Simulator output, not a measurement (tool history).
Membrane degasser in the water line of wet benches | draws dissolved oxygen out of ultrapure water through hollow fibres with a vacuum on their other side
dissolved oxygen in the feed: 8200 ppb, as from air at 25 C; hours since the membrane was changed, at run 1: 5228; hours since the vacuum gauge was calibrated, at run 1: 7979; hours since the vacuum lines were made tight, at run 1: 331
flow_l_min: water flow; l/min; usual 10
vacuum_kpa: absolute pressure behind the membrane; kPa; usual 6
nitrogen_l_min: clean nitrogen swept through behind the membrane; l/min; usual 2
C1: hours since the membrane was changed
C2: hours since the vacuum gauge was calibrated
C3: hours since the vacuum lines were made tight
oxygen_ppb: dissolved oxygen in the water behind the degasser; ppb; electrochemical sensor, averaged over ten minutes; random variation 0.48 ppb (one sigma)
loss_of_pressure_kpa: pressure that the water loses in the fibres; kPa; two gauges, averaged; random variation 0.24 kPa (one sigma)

{"run": 1, "hour": 0.0, "flow_l_min": 10, "vacuum_kpa": 6, "nitrogen_l_min": 2, "C1": 5228, "C2": 7979, "C3": 331, "oxygen_ppb": 36.9, "loss_of_pressure_kpa": 63}
{"run": 2, "hour": 115.0, "flow_l_min": 10, "vacuum_kpa": 6, "nitrogen_l_min": 1.9, "C1": 5343, "C2": 8093, "C3": 446, "oxygen_ppb": 38.5, "loss_of_pressure_kpa": 63.17}
{"run": 3, "hour": 203.3, "flow_l_min": 10, "vacuum_kpa": 6, "nitrogen_l_min": 3.92, "C1": 5431, "C2": 8182, "C3": 534, "oxygen_ppb": 21.3, "loss_of_pressure_kpa": 63.14}
{"run": 4, "hour": 313.0, "flow_l_min": 13, "vacuum_kpa": 6, "nitrogen_l_min": 3.92, "C1": 5541, "C2": 8292, "C3": 644, "oxygen_ppb": 30.4, "loss_of_pressure_kpa": 81.67}
{"run": 5, "hour": 407.9, "flow_l_min": 13, "vacuum_kpa": 6, "nitrogen_l_min": 2.89, "C1": 5636, "C2": 8386, "C3": 739, "oxygen_ppb": 37.6, "loss_of_pressure_kpa": 81.74}
{"run": 6, "hour": 585.7, "flow_l_min": 13, "vacuum_kpa": 6, "nitrogen_l_min": 2.89, "C1": 5814, "C2": 8564, "C3": 917, "oxygen_ppb": 37.3, "loss_of_pressure_kpa": 81.87}
{"run": 7, "hour": 690.6, "flow_l_min": 13, "vacuum_kpa": 6, "nitrogen_l_min": 2.89, "C1": 5919, "C2": 8669, "C3": 1022, "oxygen_ppb": 37.3, "loss_of_pressure_kpa": 81.98}
{"hour": 722.3, "done": "vacuum gauge calibrated"}
{"run": 8, "hour": 826.8, "flow_l_min": 13, "vacuum_kpa": 6, "nitrogen_l_min": 2.89, "C1": 6054, "C2": 104, "C3": 1157, "oxygen_ppb": 38.2, "loss_of_pressure_kpa": 82.02}
{"run": 9, "hour": 1015.5, "flow_l_min": 13, "vacuum_kpa": 6, "nitrogen_l_min": 2.89, "C1": 6243, "C2": 293, "C3": 1346, "oxygen_ppb": 37.8, "loss_of_pressure_kpa": 81.68}
{"run": 10, "hour": 1132.3, "flow_l_min": 10, "vacuum_kpa": 12.63, "nitrogen_l_min": 2, "C1": 6360, "C2": 410, "C3": 1463, "oxygen_ppb": 117.7, "loss_of_pressure_kpa": 63.35}
{"run": 11, "hour": 1290.7, "flow_l_min": 10, "vacuum_kpa": 5.57, "nitrogen_l_min": 2, "C1": 6518, "C2": 568, "C3": 1621, "oxygen_ppb": 31.8, "loss_of_pressure_kpa": 63.12}
{"run": 12, "hour": 1425.5, "flow_l_min": 13, "vacuum_kpa": 6, "nitrogen_l_min": 2, "C1": 6653, "C2": 703, "C3": 1756, "oxygen_ppb": 50.7, "loss_of_pressure_kpa": 82.08}
{"run": 13, "hour": 1612.1, "flow_l_min": 13, "vacuum_kpa": 8.59, "nitrogen_l_min": 2, "C1": 6840, "C2": 890, "C3": 1943, "oxygen_ppb": 89.8, "loss_of_pressure_kpa": 81.52}
{"run": 14, "hour": 1768.8, "flow_l_min": 13, "vacuum_kpa": 8.59, "nitrogen_l_min": 2, "C1": 6996, "C2": 1046, "C3": 2099, "oxygen_ppb": 90.3, "loss_of_pressure_kpa": 82.02}
{"run": 15, "hour": 1904.1, "flow_l_min": 10, "vacuum_kpa": 6, "nitrogen_l_min": 2, "C1": 7132, "C2": 1182, "C3": 2235, "oxygen_ppb": 37.2, "loss_of_pressure_kpa": 62.89}
{"run": 16, "hour": 2084.5, "flow_l_min": 9, "vacuum_kpa": 6, "nitrogen_l_min": 5.37, "C1": 7312, "C2": 1362, "C3": 2415, "oxygen_ppb": 13.8, "loss_of_pressure_kpa": 56.68}
{"run": 17, "hour": 2191.2, "flow_l_min": 10, "vacuum_kpa": 6.36, "nitrogen_l_min": 5.88, "C1": 7419, "C2": 1469, "C3": 2522, "oxygen_ppb": 16.6, "loss_of_pressure_kpa": 62.8}
{"run": 18, "hour": 2380.7, "flow_l_min": 10, "vacuum_kpa": 6.36, "nitrogen_l_min": 5.88, "C1": 7608, "C2": 1658, "C3": 2711, "oxygen_ppb": 15.5, "loss_of_pressure_kpa": 62.93}
{"run": 19, "hour": 2500.2, "flow_l_min": 10, "vacuum_kpa": 13.83, "nitrogen_l_min": 4.28, "C1": 7728, "C2": 1778, "C3": 2831, "oxygen_ppb": 64.3, "loss_of_pressure_kpa": 63.43}
{"run": 20, "hour": 2634.5, "flow_l_min": 14, "vacuum_kpa": 7.54, "nitrogen_l_min": 3.08, "C1": 7862, "C2": 1912, "C3": 2965, "oxygen_ppb": 57.8, "loss_of_pressure_kpa": 87.82}
{"run": 21, "hour": 2811.3, "flow_l_min": 13, "vacuum_kpa": 5.54, "nitrogen_l_min": 2.97, "C1": 8039, "C2": 2089, "C3": 3142, "oxygen_ppb": 31.5, "loss_of_pressure_kpa": 81.63}
{"run": 22, "hour": 2956.3, "flow_l_min": 6, "vacuum_kpa": 7.22, "nitrogen_l_min": 0.81, "C1": 8184, "C2": 2234, "C3": 3287, "oxygen_ppb": 72.4, "loss_of_pressure_kpa": 37.66}
{"run": 23, "hour": 3086.6, "flow_l_min": 10, "vacuum_kpa": 14.56, "nitrogen_l_min": 4.28, "C1": 8314, "C2": 2364, "C3": 3417, "oxygen_ppb": 68.5, "loss_of_pressure_kpa": 63.04}
{"run": 24, "hour": 3239.2, "flow_l_min": 10, "vacuum_kpa": 14.56, "nitrogen_l_min": 4.28, "C1": 8467, "C2": 2517, "C3": 3570, "oxygen_ppb": 68.5, "loss_of_pressure_kpa": 63.08}
{"run": 25, "hour": 3335.3, "flow_l_min": 10, "vacuum_kpa": 6.35, "nitrogen_l_min": 1.67, "C1": 8563, "C2": 2613, "C3": 3666, "oxygen_ppb": 49.3, "loss_of_pressure_kpa": 63.06}
{"run": 26, "hour": 3531.1, "flow_l_min": 8, "vacuum_kpa": 6.35, "nitrogen_l_min": 1.67, "C1": 8759, "C2": 2809, "C3": 3862, "oxygen_ppb": 37.6, "loss_of_pressure_kpa": 50.42}
{"run": 27, "hour": 3643.2, "flow_l_min": 10, "vacuum_kpa": 6.35, "nitrogen_l_min": 3.94, "C1": 8871, "C2": 2921, "C3": 3974, "oxygen_ppb": 23, "loss_of_pressure_kpa": 62.83}
{"hour": 3695.6, "done": "seals of the vacuum lines changed"}
{"run": 28, "hour": 3838.6, "flow_l_min": 9, "vacuum_kpa": 4.12, "nitrogen_l_min": 1.68, "C1": 9064, "C2": 3114, "C3": 143, "oxygen_ppb": 14.1, "loss_of_pressure_kpa": 56.77}
{"run": 29, "hour": 3978.4, "flow_l_min": 9, "vacuum_kpa": 4.12, "nitrogen_l_min": 2.24, "C1": 9204, "C2": 3254, "C3": 283, "oxygen_ppb": 11.3, "loss_of_pressure_kpa": 56.73}
{"run": 30, "hour": 4121.2, "flow_l_min": 10, "vacuum_kpa": 5.6, "nitrogen_l_min": 1.41, "C1": 9347, "C2": 3397, "C3": 426, "oxygen_ppb": 43.2, "loss_of_pressure_kpa": 62.83}

4 ways to go on from here, each from the tool as it stands after run 30. What would each give?
{"run": "A", "hour": 4244.1, "flow_l_min": 9, "vacuum_kpa": 6, "nitrogen_l_min": 2, "C1": 9469, "C2": 3520, "C3": 548, "oxygen_ppb": "?", "loss_of_pressure_kpa": "?"}
{"run": "B", "hour": 4244.1, "flow_l_min": 10, "vacuum_kpa": 10.1, "nitrogen_l_min": 2, "C1": 9469, "C2": 3520, "C3": 548, "oxygen_ppb": "?", "loss_of_pressure_kpa": "?"}
{"run": "C", "hour": 4244.1, "flow_l_min": 10, "vacuum_kpa": 4.19, "nitrogen_l_min": 2.5, "C1": 9469, "C2": 3520, "C3": 548, "oxygen_ppb": "?", "loss_of_pressure_kpa": "?"}
{"run": "D", "hour": 4244.1, "flow_l_min": 8, "vacuum_kpa": 6, "nitrogen_l_min": 2, "C1": 9469, "C2": 3520, "C3": 548, "oxygen_ppb": "?", "loss_of_pressure_kpa": "?"}

run=A oxygen_ppb=32.6 loss_of_pressure_kpa=56.71
run=B oxygen_ppb=85.8 loss_of_pressure_kpa=63.01
run=C oxygen_ppb=12.9 loss_of_pressure_kpa=62.79
run=D oxygen_ppb=28.7 loss_of_pressure_kpa=50.23
Without the tool's hidden state the same runs would have given:
run=A oxygen_ppb=32.5 loss_of_pressure_kpa=56.62
run=B oxygen_ppb=85.6 loss_of_pressure_kpa=62.91
run=C oxygen_ppb=12.7 loss_of_pressure_kpa=62.69
run=D oxygen_ppb=28.6 loss_of_pressure_kpa=50.15

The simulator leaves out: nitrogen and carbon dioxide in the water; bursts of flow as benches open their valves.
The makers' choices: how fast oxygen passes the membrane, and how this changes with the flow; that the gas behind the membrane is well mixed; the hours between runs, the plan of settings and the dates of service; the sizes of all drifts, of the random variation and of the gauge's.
